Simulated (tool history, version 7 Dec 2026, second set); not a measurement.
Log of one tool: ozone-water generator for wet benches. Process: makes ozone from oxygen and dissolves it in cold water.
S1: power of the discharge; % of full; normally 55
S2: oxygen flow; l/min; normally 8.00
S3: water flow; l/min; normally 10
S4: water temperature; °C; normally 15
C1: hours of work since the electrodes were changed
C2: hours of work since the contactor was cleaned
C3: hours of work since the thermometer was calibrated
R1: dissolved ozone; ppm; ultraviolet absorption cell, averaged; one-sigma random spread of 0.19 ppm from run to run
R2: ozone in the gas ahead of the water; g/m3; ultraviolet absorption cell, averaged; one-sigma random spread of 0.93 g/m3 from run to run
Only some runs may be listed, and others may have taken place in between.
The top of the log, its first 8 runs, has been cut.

run	day	S1	S2	S3	S4	C1	C2	C3	R1	R2
9	51.900	55	8.00	10	15	6166	3860	2890	27.3	156.6
10	56.408	55	8.00	10	15	6253	3947	2976	27.3	155.0
11	62.433	55	8.00	10	10	6368	4062	3091	31.0	155.3
12	66.446	55	8.00	10	10	6445	4139	3168	31.0	156.7
13	74.921	55	8.00	10	10	6607	4301	3330	30.9	156.4
14	79.788	55	8.00	10	10	6700	4394	3424	31.1	155.0
15	86.900	55	8.00	10	10	6836	4530	3560	30.6	155.9
16	91.112	55	8.00	10	10	6917	4611	3640	30.7	153.8
17	96.633	55	8.31	9	15	7022	4716	3746	29.4	151.3
18	101.883	55	5.52	9	15	7123	4817	3846	33.4	199.5
# day 102.667: water thermometer calibrated
19	106.267	63	10.77	9	15	7206	4900	69	28.2	136.6
20	114.204	55	8.00	10	14	7358	5052	221	28.6	155.3
21	121.471	86	4.96	10	14	7497	5191	360	42.7	279.9
# day 125.388: contactor cleaned
22	128.279	86	4.96	10	14	7624	55	487	42.4	275.6
23	136.142	86	4.96	10	14	7775	206	637	43.2	279.3
24	141.738	86	4.96	10	14	7882	313	744	43.6	277.6
25	149.125	86	4.96	10	14	8023	454	886	42.9	280.5
26	155.304	52	5.30	7	16	8142	572	1004	38.1	194.1
27	159.438	52	5.30	7	16	8221	652	1083	38.1	195.7
# day 166.583: electrodes of the discharge changed
28	167.888	83	8.00	10	15	25	808	1240	35.3	199.0
29	173.388	83	8.00	10	15	130	914	1345	35.9	195.2
30	180.996	55	5.50	10	15	276	1059	1491	31.1	198.6
31	187.862	78	5.50	10	20	407	1191	1622	35.0	243.4
32	194.683	78	5.50	9	13	538	1321	1753	43.0	244.0

Below are 4 alternative next runs, each starting from the tool's condition after run 32. Predict each:
A	200.258	58	12.10	16	13	644	1428	1859	?	?
B	200.258	55	8.55	8	14	644	1428	1859	?	?
C	200.258	60	4.33	10	15	644	1428	1859	?	?
D	200.258	93	7.15	9	16	644	1428	1859	?	?

run	R1	R2
A	18.5	119.1
B	32.0	146.9
C	35.0	244.5
D	41.2	227.7
With no hidden state in the tool, these same runs would have given:
run	R1	R2
A	18.5	122.7
B	32.0	151.3
C	35.0	251.8
D	41.2	234.5

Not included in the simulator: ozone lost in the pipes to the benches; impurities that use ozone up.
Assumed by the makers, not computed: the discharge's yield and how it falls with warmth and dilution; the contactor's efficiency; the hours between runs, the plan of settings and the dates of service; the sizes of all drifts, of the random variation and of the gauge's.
